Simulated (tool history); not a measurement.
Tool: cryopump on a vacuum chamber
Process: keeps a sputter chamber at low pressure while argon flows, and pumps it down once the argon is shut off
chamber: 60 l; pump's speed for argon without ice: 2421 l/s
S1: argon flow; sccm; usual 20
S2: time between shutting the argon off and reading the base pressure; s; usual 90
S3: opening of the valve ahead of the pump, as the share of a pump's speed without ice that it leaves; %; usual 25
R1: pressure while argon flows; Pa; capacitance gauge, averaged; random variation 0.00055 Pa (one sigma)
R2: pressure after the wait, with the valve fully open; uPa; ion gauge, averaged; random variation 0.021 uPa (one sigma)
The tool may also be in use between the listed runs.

run   hour  S1   S2  S3      R1    R2
  1    0.0  20   90  25  0.0584  1.36
  2   41.9  20   90  25  0.0571  1.33
  3   59.4  28   90  25  0.0800  1.39
  4   84.4  28   90  25  0.0808  1.44
  5  104.4  28   90  25  0.0821  1.49
  6  130.4  20   90  25  0.0582  1.45
  7  153.9  20   90  25  0.0587  1.43
  8  176.5  38   90  25  0.1127  1.44
  9  200.8  20   90  25  0.0594  1.45
 10  232.1  20   90  25  0.0591  1.55
 11  273.2  20   90  25  0.0603  1.61
 12  298.6  20   90  25  0.0602  1.59
     328.5  -- leaking fittings of the chamber tightened, without venting
 13  333.4  27   90  25  0.0816  0.45
 14  354.5  27   90  25  0.0813  0.48
 15  391.8  27   90  25  0.0827  0.51
 16  417.9  27   90  25  0.0837  0.54
 17  437.8  27   90  25  0.0833  0.51
 18  457.9  20   22  23  0.0677  1.39
 19  485.1  10   31  25  0.0314  1.04
     498.0  -- pump warmed up, emptied and cooled again
 20  530.8  26   64  34  0.0543  0.54
 21  551.3  26   64  34  0.0548  0.55
 22  571.5  20  272  25  0.0564  0.27
 23  592.1  25  111  50  0.0353  0.43
 24  630.2   9   35  45  0.0147  0.88
 25  652.0   9   35  45  0.0152  0.89
 26  687.3   9   35  45  0.0151  0.95
 27  710.3  10   28  55  0.0133  1.15
 28  741.6  10   28  55  0.0139  1.14
 29  764.3  10   28  55  0.0134  1.15
 30  806.0   9  266  27  0.0237  0.39
 31  847.2  16   85  17  0.0676  0.58
 32  889.0  16   85  17  0.0695  0.60
 33  917.5  16   85  17  0.0690  0.60
 34  937.8  16   25  52  0.0248  1.35

The same runs without the tool's hidden state, with the same run-to-run variation:
The hidden state here: pump's speed, % of a pump's without ice; cold plate's temperature, K; leak into the chamber, uPa l/s; drift of the gauge itself on working_pa, %; drift of the gauge itself on base_upa, %.
run      R1    R2
  1  0.0569  0.42
  2  0.0552  0.38
  3  0.0772  0.41
  4  0.0776  0.43
  5  0.0787  0.45
  6  0.0555  0.42
  7  0.0558  0.38
  8  0.1067  0.38
  9  0.0560  0.36
 10  0.0553  0.39
 11  0.0562  0.42
 12  0.0557  0.38
 13  0.0751  0.39
 14  0.0746  0.41
 15  0.0752  0.42
 16  0.0759  0.44
 17  0.0751  0.41
 18  0.0612  1.28
 19  0.0280  0.92
 20  0.0536  0.48
 21  0.0538  0.49
 22  0.0556  0.20
 23  0.0340  0.35
 24  0.0141  0.79
 25  0.0146  0.80
 26  0.0143  0.84
 27  0.0124  1.03
 28  0.0128  1.02
 29  0.0122  1.02
 30  0.0225  0.24
 31  0.0651  0.41
 32  0.0666  0.41
 33  0.0658  0.41
 34  0.0215  1.15
